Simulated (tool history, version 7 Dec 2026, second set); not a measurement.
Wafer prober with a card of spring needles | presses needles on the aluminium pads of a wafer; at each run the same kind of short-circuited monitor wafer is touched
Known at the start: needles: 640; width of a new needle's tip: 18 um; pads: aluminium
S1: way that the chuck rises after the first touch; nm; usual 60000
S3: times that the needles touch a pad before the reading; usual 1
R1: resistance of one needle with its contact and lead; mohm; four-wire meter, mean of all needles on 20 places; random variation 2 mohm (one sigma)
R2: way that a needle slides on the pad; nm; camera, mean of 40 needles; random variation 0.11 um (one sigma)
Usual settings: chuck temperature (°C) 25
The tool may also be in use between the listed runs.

run 1 day=0 | S1=60000 chuck_temperature_(°C)=25 S3=1 | R1=215 R2=9580
-- day=0.217 tips cleaned on abrasive film
run 2 day=0.362 | S1=60000 chuck_temperature_(°C)=25 S3=1 | R1=210 R2=9460
-- day=0.517 tips cleaned on abrasive film
run 3 day=0.542 | S1=60000 chuck_temperature_(°C)=25 S3=1 | R1=211 R2=9580
run 4 day=0.779 | S1=60000 chuck_temperature_(°C)=25 S3=1 | R1=212 R2=9530
-- day=0.804 tips cleaned on abrasive film
-- day=1.1 tips cleaned on abrasive film
run 5 day=1.121 | S1=60000 chuck_temperature_(°C)=25 S3=1 | R1=215 R2=9520
-- day=1.388 tips cleaned on abrasive film
run 6 day=1.425 | S1=60000 chuck_temperature_(°C)=25 S3=1 | R1=212 R2=9450
-- day=1.675 tips cleaned on abrasive film
run 7 day=1.788 | S1=60000 chuck_temperature_(°C)=25 S3=1 | R1=214 R2=9440
-- day=1.971 tips cleaned on abrasive film
run 8 day=2.021 | S1=65000 chuck_temperature_(°C)=25 S3=1 | R1=212 R2=10110
-- day=2.258 tips cleaned on abrasive film
run 9 day=2.258 | S1=65000 chuck_temperature_(°C)=25 S3=1 | R1=207 R2=10170
run 10 day=2.45 | S1=65000 chuck_temperature_(°C)=25 S3=1 | R1=214 R2=10190
-- day=2.538 tips cleaned on abrasive film
run 11 day=2.654 | S1=65000 chuck_temperature_(°C)=25 S3=1 | R1=209 R2=10280
-- day=2.833 tips cleaned on abrasive film
run 12 day=2.908 | S1=56000 chuck_temperature_(°C)=25 S3=1 | R1=216 R2=8920
-- day=3.125 tips cleaned on abrasive film
run 13 day=3.312 | S1=56000 chuck_temperature_(°C)=25 S3=1 | R1=213 R2=8860
-- day=3.425 tips cleaned on abrasive film
run 14 day=3.483 | S1=80000 chuck_temperature_(°C)=25 S3=1 | R1=210 R2=12650
run 15 day=3.662 | S1=60000 chuck_temperature_(°C)=27 S3=1 | R1=213 R2=9400
-- day=3.704 tips cleaned on abrasive film
run 16 day=3.896 | S1=60000 chuck_temperature_(°C)=25 S3=1 | R1=215 R2=9520
-- day=4 tips cleaned on abrasive film
run 17 day=4.2 | S1=60000 chuck_temperature_(°C)=25 S3=1 | R1=215 R2=9460
-- day=4.292 tips cleaned on abrasive film
run 18 day=4.433 | S1=45000 chuck_temperature_(°C)=94 S3=1 | R1=232 R2=7200
-- day=4.579 tips cleaned on abrasive film
run 19 day=4.667 | S1=45000 chuck_temperature_(°C)=94 S3=1 | R1=231 R2=7160
-- day=4.862 tips cleaned on abrasive film
run 20 day=5.05 | S1=75000 chuck_temperature_(°C)=73 S3=1 | R1=223 R2=12020
-- day=5.146 tips cleaned on abrasive film
run 21 day=5.388 | S1=60000 chuck_temperature_(°C)=55 S3=1 | R1=219 R2=9370
-- day=5.454 tips cleaned on abrasive film
run 22 day=5.588 | S1=60000 chuck_temperature_(°C)=31 S3=2 | R1=211 R2=9400
-- day=5.762 tips cleaned on abrasive film
run 23 day=5.946 | S1=68000 chuck_temperature_(°C)=47 S3=2 | R1=216 R2=10570
-- day=6.062 tips cleaned on abrasive film
run 24 day=6.25 | S1=53000 chuck_temperature_(°C)=44 S3=2 | R1=217 R2=8390
-- day=6.358 tips cleaned on abrasive film
run 25 day=6.458 | S1=53000 chuck_temperature_(°C)=44 S3=2 | R1=219 R2=8360
-- day=6.658 tips cleaned on abrasive film
run 26 day=6.771 | S1=60000 chuck_temperature_(°C)=53 S3=1 | R1=217 R2=9350
-- day=6.946 tips cleaned on abrasive film
run 27 day=6.958 | S1=71000 chuck_temperature_(°C)=35 S3=1 | R1=215 R2=11170
-- day=7.25 tips cleaned on abrasive film
run 28 day=7.296 | S1=44000 chuck_temperature_(°C)=107 S3=3 | R1=240 R2=6990
-- day=7.533 tips cleaned on abrasive film
run 29 day=7.679 | S1=47000 chuck_temperature_(°C)=107 S3=2 | R1=237 R2=7420
-- day=7.838 tips cleaned on abrasive film
run 30 day=7.888 | S1=47000 chuck_temperature_(°C)=107 S3=2 | R1=235 R2=7480
-- day=8.133 tips cleaned on abrasive film
run 31 day=8.167 | S1=72000 chuck_temperature_(°C)=95 S3=2 | R1=231 R2=11450
-- day=8.421 tips cleaned on abrasive film
run 32 day=8.504 | S1=72000 chuck_temperature_(°C)=95 S3=2 | R1=227 R2=11270
-- day=8.708 tips cleaned on abrasive film
run 33 day=8.854 | S1=72000 chuck_temperature_(°C)=95 S3=2 | R1=227 R2=11330

Forecast each of these 4 alternatives for the next run:
-- day=9 tips cleaned on abrasive film
run A day=9.067 | S1=71000 chuck_temperature_(°C)=68 S3=1 | R1=? R2=?
-- day=9 tips cleaned on abrasive film
run B day=9.067 | S1=61000 chuck_temperature_(°C)=114 S3=3 | R1=? R2=?
-- day=9 tips cleaned on abrasive film
run C day=9.067 | S1=53000 chuck_temperature_(°C)=108 S3=2 | R1=? R2=?
-- day=9 tips cleaned on abrasive film
run D day=9.067 | S1=46000 chuck_temperature_(°C)=66 S3=1 | R1=? R2=?

run=A R1=222 R2=11470
run=B R1=235 R2=9530
run=C R1=236 R2=8510
run=D R1=226 R2=7360
Without the tool's hidden state the same runs would have given:
run=A R1=222 R2=11470
run=B R1=235 R2=9540
run=C R1=236 R2=8520
run=D R1=226 R2=7370

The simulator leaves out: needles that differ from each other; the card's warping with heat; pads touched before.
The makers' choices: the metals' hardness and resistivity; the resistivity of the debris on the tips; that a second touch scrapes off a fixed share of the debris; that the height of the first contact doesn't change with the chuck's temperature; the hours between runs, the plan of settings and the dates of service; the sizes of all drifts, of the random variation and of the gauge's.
